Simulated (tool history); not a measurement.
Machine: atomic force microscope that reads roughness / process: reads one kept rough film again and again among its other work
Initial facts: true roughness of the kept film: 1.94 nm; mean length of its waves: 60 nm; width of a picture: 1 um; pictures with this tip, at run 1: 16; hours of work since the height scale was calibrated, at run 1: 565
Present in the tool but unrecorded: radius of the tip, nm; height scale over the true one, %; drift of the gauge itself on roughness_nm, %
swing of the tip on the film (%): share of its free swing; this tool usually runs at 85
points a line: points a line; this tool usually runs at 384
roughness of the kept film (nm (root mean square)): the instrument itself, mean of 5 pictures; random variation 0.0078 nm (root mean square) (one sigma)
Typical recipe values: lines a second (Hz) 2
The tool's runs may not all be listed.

| run | day | lines a second (Hz) | swing of the tip on the film (%) | points a line | pictures with this tip | hours of work since the height scale was calibrated | roughness of the kept film (nm (root mean square)) |
|---|---|---|---|---|---|---|---|
| 1 | 0 | 2 | 85 | 384 | 16 | 565 | 1.655 |
| 2 | 1.233 | 2 | 85 | 384 | 76 | 584 | 1.624 |
| 3 | 3.358 | 2 | 85 | 384 | 180 | 616 | 1.607 |
| 4 | 4.408 | 2 | 85 | 384 | 231 | 632 | 1.593 |
|  | 5.446 | new tip fitted |
| 5 | 6.038 | 2 | 85 | 384 | 29 | 656 | 1.653 |
| 6 | 7.692 | 1.07 | 85 | 384 | 109 | 681 | 1.697 |
| 7 | 8.562 | 1.07 | 85 | 384 | 152 | 694 | 1.71 |
| 8 | 9.646 | 0.57 | 78 | 384 | 205 | 710 | 1.773 |
| 9 | 10.546 | 0.57 | 84 | 427 | 249 | 724 | 1.73 |
|  | 10.762 | height scale calibrated on a step standard |
|  | 11.317 | new tip fitted |
| 10 | 12.388 | 1.28 | 78 | 880 | 52 | 24 | 1.75 |
| 11 | 13.462 | 1.78 | 81 | 913 | 105 | 40 | 1.67 |
| 12 | 14.496 | 1.78 | 63 | 913 | 155 | 56 | 1.767 |
| 13 | 15.788 | 2 | 87 | 710 | 218 | 75 | 1.581 |
|  | 17.067 | new tip fitted |
| 14 | 17.496 | 1.53 | 71 | 767 | 21 | 101 | 1.79 |

Consider 4 possible next runs. They are alternatives, not a sequence: every one starts from the tool as it was left by run 14. What does each give?
| A | 18.767 | 1.69 | 85 | 384 | 83 | 120 | ? |
| B | 18.767 | 1.53 | 59 | 337 | 83 | 120 | ? |
| C | 18.767 | 2.35 | 56 | 906 | 83 | 120 | ? |
| D | 18.767 | 1.53 | 70 | 465 | 83 | 120 | ? |

| run | roughness of the kept film (nm (root mean square)) |
|---|---|
| A | 1.658 |
| B | 1.804 |
| C | 1.801 |
| D | 1.769 |
Take away the tool's hidden state, keep each run's random variation, and the runs would have read:
| run | roughness of the kept film (nm (root mean square)) |
|---|---|
| A | 1.716 |
| B | 1.867 |
| C | 1.863 |
| D | 1.831 |
